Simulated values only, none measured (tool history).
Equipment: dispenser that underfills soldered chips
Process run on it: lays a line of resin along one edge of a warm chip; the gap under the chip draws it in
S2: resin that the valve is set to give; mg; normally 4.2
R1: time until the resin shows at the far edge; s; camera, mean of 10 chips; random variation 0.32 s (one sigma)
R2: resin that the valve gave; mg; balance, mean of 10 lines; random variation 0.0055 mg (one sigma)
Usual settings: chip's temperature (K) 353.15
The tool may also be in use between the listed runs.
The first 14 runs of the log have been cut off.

{"hour": 89.4, "done": "new syringe of resin"}
{"run": 15, "hour": 94.3, "chip's temperature (K)": 353.15, "S2": 4.35, "R1": 14.3, "R2": 4.239}
{"hour": 100.1, "done": "dispensing valve cleaned and set on the balance"}
{"hour": 101.1, "done": "new syringe of resin"}
{"run": 16, "hour": 101.2, "chip's temperature (K)": 353.15, "S2": 4.35, "R1": 11.3, "R2": 4.328}
{"run": 17, "hour": 109.7, "chip's temperature (K)": 353.15, "S2": 4.35, "R1": 17.4, "R2": 4.326}
{"hour": 112.1, "done": "new syringe of resin"}
{"run": 18, "hour": 118.6, "chip's temperature (K)": 353.15, "S2": 4.35, "R1": 15.9, "R2": 4.318}
{"hour": 123.2, "done": "new syringe of resin"}
{"run": 19, "hour": 123.9, "chip's temperature (K)": 346.15, "S2": 3.92, "R1": 16.6, "R2": 3.87}
{"run": 20, "hour": 133.2, "chip's temperature (K)": 346.15, "S2": 3.92, "R1": 25.3, "R2": 3.866}
{"hour": 134.4, "done": "new syringe of resin"}
{"run": 21, "hour": 140.9, "chip's temperature (K)": 341.15, "S2": 3.79, "R1": 27.1, "R2": 3.72}
{"hour": 145.6, "done": "new syringe of resin"}
{"run": 22, "hour": 146.9, "chip's temperature (K)": 345.15, "S2": 4.2, "R1": 17.7, "R2": 4.11}
{"hour": 156.6, "done": "new syringe of resin"}
{"run": 23, "hour": 156.6, "chip's temperature (K)": 360.15, "S2": 4.2, "R1": 8.7, "R2": 4.103}
{"run": 24, "hour": 164.3, "chip's temperature (K)": 360.15, "S2": 4.92, "R1": 11.2, "R2": 4.8}
{"hour": 167.5, "done": "new syringe of resin"}
{"run": 25, "hour": 174.4, "chip's temperature (K)": 354.15, "S2": 4.68, "R1": 14.8, "R2": 4.537}
{"hour": 178.1, "done": "new syringe of resin"}
{"hour": 182.8, "done": "dispensing valve cleaned and set on the balance"}
{"run": 26, "hour": 184.3, "chip's temperature (K)": 355.15, "S2": 4.92, "R1": 13.7, "R2": 4.907}
{"run": 27, "hour": 188.7, "chip's temperature (K)": 355.15, "S2": 4.92, "R1": 15.9, "R2": 4.898}
{"hour": 189.6, "done": "new syringe of resin"}
{"run": 28, "hour": 197.1, "chip's temperature (K)": 355.15, "S2": 4.92, "R1": 14.5, "R2": 4.878}
{"hour": 200.2, "done": "new syringe of resin"}
{"run": 29, "hour": 206.8, "chip's temperature (K)": 342.15, "S2": 3.63, "R1": 26.7, "R2": 3.595}
{"hour": 210.9, "done": "new syringe of resin"}
{"run": 30, "hour": 212.1, "chip's temperature (K)": 340.15, "S2": 4.48, "R1": 21.4, "R2": 4.426}
{"run": 31, "hour": 217.4, "chip's temperature (K)": 352.15, "S2": 4.71, "R1": 15.4, "R2": 4.628}
{"hour": 221.7, "done": "new syringe of resin"}
{"run": 32, "hour": 223.7, "chip's temperature (K)": 352.15, "S2": 4.71, "R1": 13, "R2": 4.641}
{"hour": 232.2, "done": "new syringe of resin"}
{"run": 33, "hour": 233.5, "chip's temperature (K)": 349.15, "S2": 3.85, "R1": 14.6, "R2": 3.789}
{"run": 34, "hour": 240.1, "chip's temperature (K)": 349.15, "S2": 3.85, "R1": 20.4, "R2": 3.757}

Alternative continuations, all from the tool just after run 34; predict every row:
{"hour": 243.0, "done": "new syringe of resin"}
{"run": "A", "hour": 247.8, "chip's temperature (K)": 356.15, "S2": 4.15, "R1": "?", "R2": "?"}
{"hour": 243.0, "done": "new syringe of resin"}
{"run": "B", "hour": 247.8, "chip's temperature (K)": 348.15, "S2": 5.36, "R1": "?", "R2": "?"}
{"hour": 243.0, "done": "new syringe of resin"}
{"run": "C", "hour": 247.8, "chip's temperature (K)": 362.15, "S2": 4, "R1": "?", "R2": "?"}
{"hour": 243.0, "done": "new syringe of resin"}
{"run": "D", "hour": 247.8, "chip's temperature (K)": 354.15, "S2": 3.74, "R1": "?", "R2": "?"}

run=A R1=12.1 R2=4.057
run=B R1=16.6 R2=5.231
run=C R1=10.3 R2=3.903
run=D R1=13.4 R2=3.64
Had the tool no hidden state, the same runs would have come out as:
run=A R1=10 R2=4.16
run=B R1=13.9 R2=5.364
run=C R1=8.6 R2=4.002
run=D R1=11 R2=3.733

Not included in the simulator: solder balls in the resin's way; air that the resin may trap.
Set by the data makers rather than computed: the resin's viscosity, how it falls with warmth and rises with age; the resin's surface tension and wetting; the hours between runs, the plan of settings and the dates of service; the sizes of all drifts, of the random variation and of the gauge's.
